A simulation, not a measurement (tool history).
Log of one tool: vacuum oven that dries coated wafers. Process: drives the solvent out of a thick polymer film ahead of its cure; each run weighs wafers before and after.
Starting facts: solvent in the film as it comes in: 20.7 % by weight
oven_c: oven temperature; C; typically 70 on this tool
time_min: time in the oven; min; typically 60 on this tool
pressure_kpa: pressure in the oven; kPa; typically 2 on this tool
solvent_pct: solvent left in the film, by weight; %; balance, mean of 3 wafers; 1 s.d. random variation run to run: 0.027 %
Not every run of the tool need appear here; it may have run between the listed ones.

run	day	oven_c	time_min	pressure_kpa	solvent_pct
1	0	70	60	2	2.54
2	0.871	70	60	2	2.57
3	1.317	70	60	2	2.56
4	1.975	70	60	2	2.54
5	2.438	70	60	5.68	5.1
6	3.088	70	60	5.68	5.08
7	3.983	70	39	2	4.16
8	4.671	70	39	2	4.11
9	5.633	70	39	5	6.03
10	6.142	70	39	5	6
11	6.692	70	60	2	2.52
12	7.429	70	60	2	2.56
13	8.475	70	66	2	2.3
14	9.196	70	66	2	2.34
# day 9.354: vacuum gauge cleaned of residue and calibrated
15	10.029	70	66	2	2.41
16	10.596	70	66	2	2.36
17	11.246	70	66	2	2.34
18	12.096	70	60	5.52	4.91
19	12.708	70	60	2	2.63
20	13.317	70	60	2	2.6
# day 14.079: vacuum gauge cleaned of residue and calibrated, once more
21	14.233	70	57	2	2.41
22	14.933	70	57	2	2.49
23	15.642	82	60	2	0.9
24	16.275	82	60	2	0.88
25	16.729	82	60	2.47	1.06
26	17.354	58	61	2.4	6.47
27	17.967	58	61	2.4	6.42

Run 28 has not been measured yet. What should we expect?
28	18.542	59	30	1.85	?

{"run 28": {"solvent_pct": 9.34}}
Minus the tool's unlogged condition, the same run would have read solvent_pct 9.82 %.

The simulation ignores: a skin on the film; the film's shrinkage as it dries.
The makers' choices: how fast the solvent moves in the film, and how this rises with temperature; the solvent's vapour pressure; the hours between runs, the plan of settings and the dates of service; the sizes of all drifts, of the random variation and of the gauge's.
